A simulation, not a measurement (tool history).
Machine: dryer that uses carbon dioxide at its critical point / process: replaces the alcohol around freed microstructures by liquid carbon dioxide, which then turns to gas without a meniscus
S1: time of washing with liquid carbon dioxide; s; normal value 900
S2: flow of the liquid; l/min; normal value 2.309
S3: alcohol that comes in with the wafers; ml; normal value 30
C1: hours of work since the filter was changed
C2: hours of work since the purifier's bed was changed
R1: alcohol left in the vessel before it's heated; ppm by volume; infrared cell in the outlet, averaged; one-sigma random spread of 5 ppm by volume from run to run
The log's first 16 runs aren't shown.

run,hour,S1,S2,S3,C1,C2,R1
17,197.8,900,3.58,38,93,392,83
18,214.4,600,2.309,30,103,402,164
19,228.9,900,2.309,30,112,411,88
20,240,900,2.309,30,118,418,101
21,250,540,1.83,25,125,424,354
22,266.8,540,1.83,25,135,434,374
23,281.7,900,2.28,27,144,443,102
24,294,1260,1.67,37,151,451,92
25,310.8,1200,1.81,27,162,461,90
26,321.1,1440,1.84,84,168,467,96
27,335.8,960,2.95,36,177,476,95
28,344.9,600,2.91,112,183,482,209
29,361,1200,3.15,68,192,492,94
30,371.8,1200,3.15,68,199,498,99
31,380.3,1200,3.15,68,204,503,105

Run 32 is up next; what results do you expect?
32,393.2,1200,3.15,68,212,511,?

R1: 102 ppm by volume
Were there no unlogged condition in the tool, this run, its random variation unchanged, would have produced R1 4 ppm by volume.
